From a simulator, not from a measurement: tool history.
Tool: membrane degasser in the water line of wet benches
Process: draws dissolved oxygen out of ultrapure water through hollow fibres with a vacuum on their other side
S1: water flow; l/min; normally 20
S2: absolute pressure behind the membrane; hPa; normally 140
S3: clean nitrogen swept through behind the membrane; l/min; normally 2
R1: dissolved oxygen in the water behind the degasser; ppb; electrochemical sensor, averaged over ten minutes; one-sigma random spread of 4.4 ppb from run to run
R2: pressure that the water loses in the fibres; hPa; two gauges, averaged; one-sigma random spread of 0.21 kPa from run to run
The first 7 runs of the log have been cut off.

run,hour,S1,S2,S3,R1,R2
8,966.9,20,140,2,458.4,477.9
# hour 983.7: vacuum gauge calibrated, once more
9,1091.9,20,140,2,453,474.5
10,1192.7,20,140,2,457.4,474.1
11,1339.3,20,140,2,452.6,476.3
12,1467.5,20,140,2.68,398.3,477.5
13,1554.1,20,140,2.68,399.4,477.6
14,1728.7,20,140,2.68,399.4,479.7
15,1817.6,20,140,2.68,404.8,480.7
16,1904.4,20,140,2.68,399.3,481
17,2022.7,20,266,2,729.6,480.8
18,2164.4,20,95,2,365.3,481.1
19,2269.1,20,95,2,361.7,482.2
20,2393,20,96,1.48,404.8,481.5
21,2508.2,12,90,1.73,168.6,285.8
22,2625.3,22,107,1.03,585.8,525
23,2786.1,20,140,4.21,342.7,482.2
24,2888.2,14,171,2,339.8,337.5
25,3010.9,14,171,2,324.7,335.4
26,3095.1,22,305,1.46,1078.1,529.1
27,3220.3,20,124,5.4,302.1,480
28,3319.3,29,269,2.92,900.1,697.7
29,3476.8,29,125,3.12,623.5,700.3
30,3566.6,27,115,1.53,690.7,650.7
31,3751.5,27,115,1.53,692.7,650.2

4 ways to go on from here, each from the tool as it stands after run 31. What would each give?
A,3947.5,28,317,1.56,?,?
B,3947.5,16,90,1.66,?,?
C,3947.5,21,271,1.62,?,?
D,3947.5,20,140,5.03,?,?

run,R1,R2
A,1345.9,673.7
B,272.9,386.6
C,877.6,507.7
D,326.2,483.3
Stripped of hidden state, with their random variation kept, the same runs would have yielded:
run,R1,R2
A,1313.4,658.6
B,255.6,377.9
C,850.8,496.3
D,306,472.4
